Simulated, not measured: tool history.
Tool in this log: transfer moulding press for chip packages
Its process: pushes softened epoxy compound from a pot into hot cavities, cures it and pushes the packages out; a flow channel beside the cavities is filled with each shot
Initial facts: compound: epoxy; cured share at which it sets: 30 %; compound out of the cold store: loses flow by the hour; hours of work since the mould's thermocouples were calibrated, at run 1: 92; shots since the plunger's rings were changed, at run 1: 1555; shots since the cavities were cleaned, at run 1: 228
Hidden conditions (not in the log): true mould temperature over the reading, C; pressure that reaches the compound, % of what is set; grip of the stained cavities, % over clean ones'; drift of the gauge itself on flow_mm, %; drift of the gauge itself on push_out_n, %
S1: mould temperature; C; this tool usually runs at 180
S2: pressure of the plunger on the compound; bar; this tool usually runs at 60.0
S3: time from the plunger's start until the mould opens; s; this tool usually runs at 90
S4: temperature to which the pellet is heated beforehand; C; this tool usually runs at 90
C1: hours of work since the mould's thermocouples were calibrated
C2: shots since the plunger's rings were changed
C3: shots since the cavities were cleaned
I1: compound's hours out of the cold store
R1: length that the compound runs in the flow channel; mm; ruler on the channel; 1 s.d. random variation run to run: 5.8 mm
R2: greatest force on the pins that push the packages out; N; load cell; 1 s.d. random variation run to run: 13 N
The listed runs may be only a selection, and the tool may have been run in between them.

| run | hour | S1 | S2 | S3 | S4 | C1 | C2 | C3 | I1 | R1 | R2 |
|---|---|---|---|---|---|---|---|---|---|---|---|
| 1 | 0.0 | 180 | 60.0 | 90 | 90 | 92 | 1555 | 228 | 43.9 | 483 | 728 |
| 2 | 7.7 | 180 | 60.0 | 90 | 90 | 97 | 1665 | 338 | 17.3 | 563 | 860 |
| 3 | 13.8 | 180 | 60.0 | 90 | 90 | 102 | 1751 | 424 | 14.8 | 575 | 864 |
| 4 | 23.0 | 180 | 60.0 | 90 | 90 | 108 | 1882 | 555 | 22.2 | 543 | 925 |
| 5 | 34.3 | 180 | 60.0 | 76 | 90 | 117 | 2043 | 716 | 36.8 | 498 | 1371 |
| 6 | 46.7 | 180 | 60.0 | 76 | 90 | 125 | 2219 | 892 | 15.4 | 561 | 1605 |
| 7 | 59.3 | 180 | 60.0 | 90 | 90 | 134 | 2399 | 1072 | 46.1 | 457 | 995 |
|  | 65.2 | cavities cleaned with cleaning compound and waxed |
| 8 | 73.5 | 180 | 60.0 | 90 | 90 | 144 | 2579 | 118 | 19.8 | 536 | 1352 |
| 9 | 86.9 | 180 | 60.0 | 90 | 95 | 153 | 2769 | 308 | 25.9 | 529 | 1294 |
| 10 | 93.1 | 180 | 60.0 | 90 | 95 | 158 | 2858 | 397 | 28.5 | 515 | 1235 |
| 11 | 100.4 | 180 | 60.0 | 90 | 95 | 163 | 2960 | 499 | 8.3 | 575 | 1298 |
| 12 | 114.8 | 176 | 60.0 | 90 | 90 | 173 | 3165 | 704 | 27.8 | 516 | 1676 |
| 13 | 126.4 | 176 | 60.0 | 90 | 90 | 181 | 3331 | 870 | 36.2 | 487 | 1631 |
| 14 | 132.4 | 176 | 60.0 | 90 | 90 | 186 | 3417 | 956 | 11.0 | 582 | 1744 |
|  | 139.2 | cavities cleaned with cleaning compound and waxed, once more |
| 15 | 143.6 | 181 | 45.7 | 82 | 95 | 193 | 3554 | 63 | 16.4 | 470 | 749 |
| 16 | 157.9 | 183 | 57.4 | 96 | 98 | 203 | 3757 | 266 | 38.2 | 455 | 587 |
| 17 | 170.3 | 180 | 62.1 | 123 | 90 | 212 | 3933 | 442 | 14.5 | 553 | 574 |
| 18 | 184.1 | 180 | 60.0 | 90 | 86 | 222 | 4129 | 638 | 34.4 | 479 | 952 |
| 19 | 192.7 | 183 | 54.7 | 107 | 80 | 228 | 4251 | 760 | 30.4 | 465 | 681 |
| 20 | 203.8 | 180 | 57.5 | 77 | 90 | 236 | 4410 | 919 | 40.5 | 454 | 1358 |
| 21 | 210.3 | 180 | 46.1 | 73 | 90 | 240 | 4502 | 1011 | 14.8 | 474 | 1843 |
| 22 | 216.3 | 180 | 52.2 | 112 | 90 | 245 | 4588 | 1097 | 27.7 | 457 | 751 |
|  | 221.3 | cavities cleaned with cleaning compound and waxed |
| 23 | 231.4 | 180 | 72.1 | 99 | 90 | 254 | 4781 | 143 | 34.1 | 522 | 567 |
| 24 | 242.2 | 180 | 72.1 | 99 | 90 | 262 | 4934 | 296 | 29.0 | 527 | 629 |
| 25 | 248.1 | 180 | 72.1 | 99 | 90 | 266 | 5017 | 379 | 40.4 | 505 | 650 |

Forecast run 26:
| 26 | 258.3 | 178 | 60.0 | 90 | 90 | 274 | 5162 | 524 | 27.2 | ? | ? |

Run 26 measured R1 497 mm, R2 959 N.
If the tool had no hidden condition, the same run with the same run-to-run variation would have returned R1 555 mm, R2 656 N.
